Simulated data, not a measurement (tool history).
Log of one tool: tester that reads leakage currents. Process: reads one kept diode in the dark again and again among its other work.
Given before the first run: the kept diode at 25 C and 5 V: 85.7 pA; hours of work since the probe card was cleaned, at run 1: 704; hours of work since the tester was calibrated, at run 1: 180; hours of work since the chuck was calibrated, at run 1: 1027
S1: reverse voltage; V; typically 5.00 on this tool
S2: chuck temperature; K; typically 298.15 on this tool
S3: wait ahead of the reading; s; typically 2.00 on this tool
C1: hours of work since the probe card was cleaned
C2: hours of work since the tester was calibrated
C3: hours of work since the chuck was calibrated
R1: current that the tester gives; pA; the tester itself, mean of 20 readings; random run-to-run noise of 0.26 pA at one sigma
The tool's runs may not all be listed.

run 1 hour=0.0 | S1=5.00 S2=298.15 S3=2.00 | C1=704 C2=180 C3=1027 | R1=86.10
run 2 hour=33.7 | S1=2.21 S2=298.15 S3=2.00 | C1=718 C2=194 C3=1041 | R1=65.60
run 3 hour=70.2 | S1=6.92 S2=298.15 S3=2.00 | C1=733 C2=209 C3=1056 | R1=96.65
run 4 hour=92.8 | S1=6.92 S2=298.15 S3=2.00 | C1=743 C2=219 C3=1066 | R1=96.41
run 5 hour=115.6 | S1=6.92 S2=298.15 S3=2.00 | C1=753 C2=229 C3=1076 | R1=96.65
run 6 hour=133.8 | S1=6.92 S2=298.15 S3=2.00 | C1=760 C2=236 C3=1083 | R1=97.21
run 7 hour=155.1 | S1=5.00 S2=297.15 S3=2.00 | C1=769 C2=245 C3=1092 | R1=79.20
run 8 hour=181.7 | S1=5.00 S2=324.15 S3=2.00 | C1=780 C2=257 C3=1104 | R1=715.96
run 9 hour=209.1 | S1=5.00 S2=324.15 S3=2.00 | C1=792 C2=268 C3=1115 | R1=709.12
run 10 hour=247.8 | S1=5.00 S2=324.15 S3=2.00 | C1=808 C2=284 C3=1131 | R1=709.99
run 11 hour=282.6 | S1=5.00 S2=298.15 S3=2.00 | C1=823 C2=299 C3=1146 | R1=86.78
run 12 hour=311.9 | S1=5.00 S2=298.15 S3=2.00 | C1=835 C2=311 C3=1159 | R1=86.63
run 13 hour=352.1 | S1=5.00 S2=298.15 S3=2.00 | C1=852 C2=328 C3=1175 | R1=86.05
run 14 hour=385.9 | S1=12.66 S2=298.15 S3=2.00 | C1=867 C2=343 C3=1190 | R1=119.07
run 15 hour=415.0 | S1=12.66 S2=298.15 S3=2.00 | C1=879 C2=355 C3=1202 | R1=119.04
run 16 hour=444.9 | S1=12.66 S2=298.15 S3=2.00 | C1=892 C2=368 C3=1215 | R1=118.75
run 17 hour=473.4 | S1=2.78 S2=315.15 S3=0.39 | C1=904 C2=380 C3=1227 | R1=294.43
run 18 hour=509.5 | S1=2.97 S2=324.15 S3=0.32 | C1=919 C2=395 C3=1242 | R1=598.66
run 19 hour=534.0 | S1=5.00 S2=298.15 S3=5.82 | C1=929 C2=405 C3=1252 | R1=86.01
run 20 hour=556.2 | S1=5.00 S2=298.15 S3=5.82 | C1=939 C2=415 C3=1262 | R1=86.21
run 21 hour=596.0 | S1=5.00 S2=298.15 S3=5.82 | C1=955 C2=431 C3=1278 | R1=85.90
run 22 hour=632.5 | S1=5.00 S2=308.15 S3=2.89 | C1=971 C2=447 C3=1294 | R1=202.40
run 23 hour=662.0 | S1=6.40 S2=305.15 S3=2.86 | C1=983 C2=459 C3=1306 | R1=170.83
run 24 hour=694.9 | S1=1.35 S2=324.15 S3=2.86 | C1=997 C2=473 C3=1320 | R1=460.64
run 25 hour=734.9 | S1=1.35 S2=324.15 S3=2.86 | C1=1014 C2=490 C3=1337 | R1=458.36
run 26 hour=761.8 | S1=1.35 S2=324.15 S3=2.86 | C1=1025 C2=501 C3=1348 | R1=458.30
run 27 hour=784.0 | S1=1.35 S2=324.15 S3=2.86 | C1=1035 C2=511 C3=1358 | R1=458.63

Run 28 is up next; what results do you expect?
run 28 hour=822.6 | S1=5.00 S2=322.15 S3=5.45 | C1=1051 C2=527 C3=1374 | R1=?

Logged for run 28: R1 616.09 pA.
Minus the tool's unlogged condition, the same run would have read R1 615.72 pA.
